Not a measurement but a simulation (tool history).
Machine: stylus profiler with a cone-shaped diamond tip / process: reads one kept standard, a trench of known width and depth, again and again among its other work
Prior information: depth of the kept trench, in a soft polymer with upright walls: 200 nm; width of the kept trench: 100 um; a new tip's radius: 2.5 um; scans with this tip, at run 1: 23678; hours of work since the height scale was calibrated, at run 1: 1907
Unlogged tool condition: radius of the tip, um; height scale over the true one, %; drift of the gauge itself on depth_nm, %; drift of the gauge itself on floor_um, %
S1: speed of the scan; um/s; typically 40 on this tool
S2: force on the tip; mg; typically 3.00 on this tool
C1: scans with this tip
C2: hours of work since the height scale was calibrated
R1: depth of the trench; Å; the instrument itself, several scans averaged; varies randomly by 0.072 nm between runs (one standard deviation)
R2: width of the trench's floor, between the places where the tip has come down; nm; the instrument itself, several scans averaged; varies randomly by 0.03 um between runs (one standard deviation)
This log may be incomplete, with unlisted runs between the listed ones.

run	hour	S1	S2	C1	C2	R1	R2
1	0.0	40	3.00	23678	1907	2024.0	97310
# hour 45.7: height scale calibrated on a step standard
2	77.9	40	3.00	24094	14	2017.3	97200
3	155.7	40	3.00	24513	48	2017.0	97230
# hour 188.9: new tip fitted, height scale calibrated
4	216.8	40	3.00	150	12	2017.6	97900
5	332.8	17	3.00	775	62	2016.3	97960
6	431.7	17	3.00	1307	105	2017.9	97950
7	498.7	17	3.00	1667	134	2016.8	97910
8	596.8	40	3.00	2195	177	2017.8	97800
9	651.1	40	3.00	2488	200	2017.6	97840
10	734.9	13	3.00	2939	237	2017.2	97890
11	846.2	13	3.00	3538	285	2019.0	97860
12	954.2	13	3.00	4119	332	2018.3	97870
13	1013.3	66	3.00	4437	357	2017.3	97660
14	1067.5	40	3.00	4729	381	2018.0	97740
15	1188.4	40	3.00	5380	433	2018.3	97710
16	1254.5	40	3.00	5735	462	2019.6	97700
17	1370.9	40	3.00	6362	512	2018.1	97720
18	1468.8	40	3.00	6889	555	2019.1	97710
19	1580.4	11	3.00	7489	603	2018.8	97790
20	1645.6	40	3.00	7840	632	2017.1	97640
21	1716.9	51	3.00	8224	663	2018.5	97650
22	1839.5	40	3.00	8884	716	2019.3	97590
23	1932.6	84	3.00	9385	756	2019.0	97430
24	1993.0	57	4.21	9710	782	2024.8	97550
25	2113.5	57	4.21	10358	834	2024.1	97490
26	2236.5	13	4.21	11020	888	2023.6	97640
27	2362.7	13	4.21	11700	942	2023.3	97630
28	2459.4	36	1.94	12221	984	2015.3	97490
29	2518.4	12	3.63	12538	1010	2020.4	97660
30	2630.7	23	7.28	13142	1059	2034.4	97620
31	2744.6	47	7.28	13755	1108	2034.1	97480
32	2819.0	47	7.28	14156	1140	2034.0	97500
33	2871.4	109	4.99	14438	1163	2026.8	97290
34	2980.4	109	4.99	15024	1210	2028.4	97360
35	3052.9	109	4.99	15415	1242	2027.8	97310
36	3137.0	16	3.97	15867	1278	2024.7	97560
37	3194.5	18	3.97	16177	1303	2024.0	97480
38	3311.1	16	8.60	16804	1354	2039.1	97490
39	3364.5	28	3.00	17092	1377	2021.0	97460
40	3476.8	28	3.00	17696	1426	2021.0	97460
41	3589.7	44	1.88	18304	1474	2018.0	97280
42	3666.3	40	3.07	18716	1508	2023.7	97350
43	3763.8	97	4.20	19241	1550	2026.4	97240
44	3852.5	97	4.20	19718	1588	2027.5	97160
45	3946.1	97	7.40	20222	1629	2036.3	97280

Some steps in R1 between neighbouring runs. How much of each would the tool show without its hidden state too (settings, what came in, random variation), and how much is left for the hidden state, with any gauge scatter that isn't in both results?
Run 1 -> 2: height scale calibrated on a step standard. R1 -6.7 Å: hidden state -7.0, all else +0.3.
Run 3 -> 4: new tip fitted, height scale calibrated. R1 +0.6 Å: hidden state -0.4, all else +1.0.
Run 4 -> 5: S1 40 -> 17. R1 -1.3 Å: hidden state +0.3, all else -1.6.
Run 29 -> 30: S1 12 -> 23, S2 3.63 -> 7.28. R1 +14.0 Å: hidden state +0.2, all else +13.8.
Run 37 -> 38: S1 18 -> 16, S2 3.97 -> 8.60. R1 +15.1 Å: hidden state +0.1, all else +15.0.
Run 38 -> 39: S1 16 -> 28, S2 8.60 -> 3.00. R1 -18.1 Å: hidden state +0.1, all else -18.2.
